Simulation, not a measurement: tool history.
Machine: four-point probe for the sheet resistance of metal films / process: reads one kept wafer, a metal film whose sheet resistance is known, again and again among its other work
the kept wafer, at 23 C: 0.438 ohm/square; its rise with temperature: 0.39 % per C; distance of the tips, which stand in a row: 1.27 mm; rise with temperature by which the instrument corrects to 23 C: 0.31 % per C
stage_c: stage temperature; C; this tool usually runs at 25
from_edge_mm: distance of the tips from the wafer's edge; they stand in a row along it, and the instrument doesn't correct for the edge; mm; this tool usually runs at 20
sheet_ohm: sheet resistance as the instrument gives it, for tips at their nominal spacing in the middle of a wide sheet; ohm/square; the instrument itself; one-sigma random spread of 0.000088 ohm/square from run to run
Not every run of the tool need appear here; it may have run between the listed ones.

run	hour	stage_c	from_edge_mm	sheet_ohm
1	0	25	20	0.440721
2	88	25	10	0.443538
3	151.8	25	10	0.443558
4	206.4	25	10	0.443533
5	294.5	27	10	0.444212
6	375.6	25	13	0.442202
7	425	25	20	0.440747
8	478.4	25	20	0.440893
9	528.8	25	20	0.440768
10	576.6	25	20	0.440891
# hour 582.1: stage's thermometer calibrated
11	657.1	25	20	0.440921
12	735.6	25	20	0.441153
13	799.9	25	20	0.441122
14	890.1	24	6	0.450239
# hour 910.3: stage's thermometer calibrated, once more
15	933.3	24	6	0.449981
16	1010.2	31	4	0.464593
17	1048.4	26	55	0.440379
18	1093.8	26	55	0.44038
19	1176.4	26	55	0.4405
20	1258.8	25	20	0.440936
21	1318	22	46	0.439155
22	1404.8	29	64	0.441433
23	1465.2	30	8	0.447842
24	1507.4	30	8	0.447831

Had the tool no unlogged condition, and each run kept its random variation, what would the results have been?
Hidden state at play: inner tips' distance over the nominal, %; tips' flats over new ones', %; wafer's true temperature over the reading, C; drift of the gauge itself on sheet_ohm, %.
run	sheet_ohm
1	0.439724
2	0.442498
3	0.442493
4	0.442446
5	0.44309
6	0.441052
7	0.43958
8	0.439704
9	0.439559
10	0.439663
11	0.439551
12	0.43975
13	0.439693
14	0.448744
15	0.448755
16	0.4633
17	0.439132
18	0.439114
19	0.4392
20	0.439601
21	0.437799
22	0.440038
23	0.446405
24	0.446377
